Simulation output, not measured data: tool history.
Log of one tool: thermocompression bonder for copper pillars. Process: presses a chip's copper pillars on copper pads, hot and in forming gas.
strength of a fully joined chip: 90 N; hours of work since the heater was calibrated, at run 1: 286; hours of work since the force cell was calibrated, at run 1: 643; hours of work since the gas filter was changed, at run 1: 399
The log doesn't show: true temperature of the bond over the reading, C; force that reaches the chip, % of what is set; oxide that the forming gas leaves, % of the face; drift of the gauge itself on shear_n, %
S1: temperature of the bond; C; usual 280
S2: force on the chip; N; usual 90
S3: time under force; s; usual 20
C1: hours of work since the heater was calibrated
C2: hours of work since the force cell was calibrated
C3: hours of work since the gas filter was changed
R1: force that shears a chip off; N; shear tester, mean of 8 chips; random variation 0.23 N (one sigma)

run 1 hour=0.0 | S1=280 S2=90 S3=20 | C1=286 C2=643 C3=399 | R1=44.6
run 2 hour=66.3 | S1=280 S2=90 S3=20 | C1=313 C2=671 C3=427 | R1=44.3
run 3 hour=110.7 | S1=280 S2=90 S3=20 | C1=332 C2=689 C3=446 | R1=44.0
run 4 hour=194.6 | S1=280 S2=90 S3=20 | C1=367 C2=724 C3=481 | R1=44.0
-- hour=214.4 forming gas filter changed
run 5 hour=245.1 | S1=280 S2=90 S3=20 | C1=388 C2=745 C3=13 | R1=46.9
run 6 hour=328.1 | S1=280 S2=90 S3=20 | C1=422 C2=780 C3=48 | R1=46.5
run 7 hour=390.4 | S1=261 S2=90 S3=20 | C1=448 C2=806 C3=74 | R1=36.4
run 8 hour=480.2 | S1=261 S2=90 S3=20 | C1=486 C2=843 C3=111 | R1=36.6
run 9 hour=523.9 | S1=280 S2=90 S3=20 | C1=504 C2=862 C3=129 | R1=46.1
run 10 hour=597.9 | S1=280 S2=90 S3=14 | C1=535 C2=893 C3=160 | R1=40.6
run 11 hour=638.3 | S1=260 S2=86 S3=38 | C1=552 C2=910 C3=177 | R1=42.7
run 12 hour=687.3 | S1=279 S2=90 S3=17 | C1=573 C2=930 C3=198 | R1=42.8
run 13 hour=749.3 | S1=256 S2=62 S3=39 | C1=598 C2=956 C3=223 | R1=27.8
run 14 hour=838.6 | S1=256 S2=62 S3=39 | C1=636 C2=993 C3=261 | R1=27.6
run 15 hour=902.9 | S1=256 S2=62 S3=39 | C1=663 C2=1020 C3=288 | R1=27.6
run 16 hour=972.4 | S1=256 S2=86 S3=49 | C1=692 C2=1049 C3=317 | R1=43.1
run 17 hour=1057.3 | S1=262 S2=56 S3=27 | C1=727 C2=1085 C3=352 | R1=22.9
run 18 hour=1119.2 | S1=263 S2=88 S3=32 | C1=753 C2=1110 C3=378 | R1=41.5

The same runs without the tool's hidden state, with the same run-to-run variation:
run=1 R1=46.0
run=2 R1=45.9
run=3 R1=45.6
run=4 R1=45.8
run=5 R1=45.8
run=6 R1=45.6
run=7 R1=35.8
run=8 R1=36.1
run=9 R1=45.7
run=10 R1=40.3
run=11 R1=42.6
run=12 R1=42.8
run=13 R1=27.8
run=14 R1=27.7
run=15 R1=27.8
run=16 R1=43.8
run=17 R1=23.2
run=18 R1=42.5
